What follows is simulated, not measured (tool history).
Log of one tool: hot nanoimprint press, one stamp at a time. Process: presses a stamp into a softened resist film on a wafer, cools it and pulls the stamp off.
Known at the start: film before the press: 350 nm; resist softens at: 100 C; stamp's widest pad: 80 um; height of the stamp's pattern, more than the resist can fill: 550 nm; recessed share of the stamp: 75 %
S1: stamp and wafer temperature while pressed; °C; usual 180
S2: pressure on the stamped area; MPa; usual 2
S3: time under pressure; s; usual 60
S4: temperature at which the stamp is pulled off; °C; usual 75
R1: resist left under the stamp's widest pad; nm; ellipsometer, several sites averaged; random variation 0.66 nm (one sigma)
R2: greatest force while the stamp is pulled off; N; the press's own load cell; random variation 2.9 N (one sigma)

run,hour,S1,S2,S3,S4,R1,R2
1,0,180,2,60,75,135.5,242
2,35.1,180,2,60,75,135.4,247
3,52,180,2,60,75,135.8,244
4,84.4,180,2.43,60,75,123.1,255
5,113.9,180,2.43,60,75,123.4,259
6,149,180,2.43,60,75,122.7,256
7,178.2,180,1.47,60,75,155.1,259
# hour 182.8: plate thermocouple calibrated
8,215.7,180,1.47,60,75,152.2,269
# hour 234: stamp cleaned and given a new release coat
9,247.2,180,2,60,72,131.8,236
10,264.7,168,1.33,60,76,256.6,227
11,297.4,168,1.33,60,76,255.3,234
12,329.8,168,1.33,60,76,255.6,237
# hour 341.3: plate thermocouple calibrated, once more
13,362.1,168,1.33,60,76,265.9,242
14,381.2,168,1.33,60,76,267.7,245
15,411,169,2,60,75,227,254
16,442.4,169,2,60,76,227.8,253

Forecast each of these 5 alternatives for the next run:
# hour 459.6: press's hydraulic seals changed and the load cell set to zero
A,483.2,181,2.35,60,71,?,?
# hour 459.6: press's hydraulic seals changed and the load cell set to zero
B,483.2,182,2,98,76,?,?
# hour 459.6: press's hydraulic seals changed and the load cell set to zero
C,483.2,180,2,36,62,?,?
# hour 459.6: press's hydraulic seals changed and the load cell set to zero
D,483.2,180,2.75,47,75,?,?
# hour 459.6: press's hydraulic seals changed and the load cell set to zero
E,483.2,169,2,77,76,?,?

run,R1,R2
A,117.9,270
B,100.5,252
C,161.6,292
D,125.6,256
E,209.2,253
Without the tool's hidden state the same runs would have given:
run,R1,R2
A,120,241
B,102.3,225
C,164.2,261
D,127.8,228
E,212.5,225
